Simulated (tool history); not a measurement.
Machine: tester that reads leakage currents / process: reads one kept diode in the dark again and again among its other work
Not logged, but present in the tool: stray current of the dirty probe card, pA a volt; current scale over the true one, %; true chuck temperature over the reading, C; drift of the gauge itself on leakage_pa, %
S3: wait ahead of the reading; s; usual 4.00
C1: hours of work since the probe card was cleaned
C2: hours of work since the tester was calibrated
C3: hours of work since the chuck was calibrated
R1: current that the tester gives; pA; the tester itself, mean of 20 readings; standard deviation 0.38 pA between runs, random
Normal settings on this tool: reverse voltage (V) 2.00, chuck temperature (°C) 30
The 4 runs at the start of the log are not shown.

{"run": 5, "day": 25.967, "reverse voltage (V)": 2.0, "chuck temperature (°C)": 57, "S3": 4.0, "C1": 1335, "C2": 1125, "C3": 938, "R1": 948.64}
{"run": 6, "day": 34.9, "reverse voltage (V)": 2.0, "chuck temperature (°C)": 57, "S3": 4.0, "C1": 1458, "C2": 1248, "C3": 1061, "R1": 951.24}
{"run": 7, "day": 39.288, "reverse voltage (V)": 2.0, "chuck temperature (°C)": 57, "S3": 4.0, "C1": 1518, "C2": 1309, "C3": 1121, "R1": 947.59}
{"run": 8, "day": 43.838, "reverse voltage (V)": 2.0, "chuck temperature (°C)": 57, "S3": 4.0, "C1": 1581, "C2": 1371, "C3": 1184, "R1": 944.77}
{"run": 9, "day": 48.996, "reverse voltage (V)": 2.0, "chuck temperature (°C)": 30, "S3": 4.0, "C1": 1652, "C2": 1442, "C3": 1255, "R1": 122.75}
{"run": 10, "day": 54.458, "reverse voltage (V)": 2.0, "chuck temperature (°C)": 30, "S3": 4.0, "C1": 1727, "C2": 1518, "C3": 1330, "R1": 122.71}
{"run": 11, "day": 63.021, "reverse voltage (V)": 5.63, "chuck temperature (°C)": 30, "S3": 4.0, "C1": 1845, "C2": 1635, "C3": 1448, "R1": 187.03}
{"run": 12, "day": 67.904, "reverse voltage (V)": 5.63, "chuck temperature (°C)": 30, "S3": 4.0, "C1": 1912, "C2": 1703, "C3": 1515, "R1": 186.93}
{"run": 13, "day": 74.758, "reverse voltage (V)": 2.0, "chuck temperature (°C)": 20, "S3": 4.0, "C1": 2006, "C2": 1797, "C3": 1610, "R1": 52.53}
{"day": 75.421, "done": "chuck's temperature calibrated"}
{"run": 14, "day": 82.592, "reverse voltage (V)": 2.0, "chuck temperature (°C)": 20, "S3": 4.0, "C1": 2113, "C2": 1904, "C3": 99, "R1": 55.46}
{"run": 15, "day": 91.783, "reverse voltage (V)": 2.0, "chuck temperature (°C)": 32, "S3": 4.0, "C1": 2240, "C2": 2030, "C3": 225, "R1": 149.85}
{"day": 96.275, "done": "probe card cleaned and baked"}
{"run": 16, "day": 97.321, "reverse voltage (V)": 2.0, "chuck temperature (°C)": 32, "S3": 0.77, "C1": 14, "C2": 2105, "C3": 300, "R1": 149.42}
{"run": 17, "day": 104.142, "reverse voltage (V)": 2.0, "chuck temperature (°C)": 30, "S3": 4.0, "C1": 108, "C2": 2199, "C3": 394, "R1": 126.9}
{"run": 18, "day": 111.312, "reverse voltage (V)": 2.0, "chuck temperature (°C)": 30, "S3": 4.0, "C1": 207, "C2": 2297, "C3": 492, "R1": 125.62}
{"day": 119.117, "done": "tester calibrated"}
{"run": 19, "day": 120.646, "reverse voltage (V)": 4.96, "chuck temperature (°C)": 30, "S3": 4.0, "C1": 334, "C2": 21, "C3": 620, "R1": 177.75}

Run 20 is up next; what results do you expect?
{"run": 20, "day": 128.779, "reverse voltage (V)": 4.96, "chuck temperature (°C)": 30, "S3": 4.0, "C1": 446, "C2": 133, "C3": 732, "R1": "?"}

{"run 20": {"R1": 178.25}}
The same run, on a tool lacking any hidden state, would have yielded R1 183.64 pA.
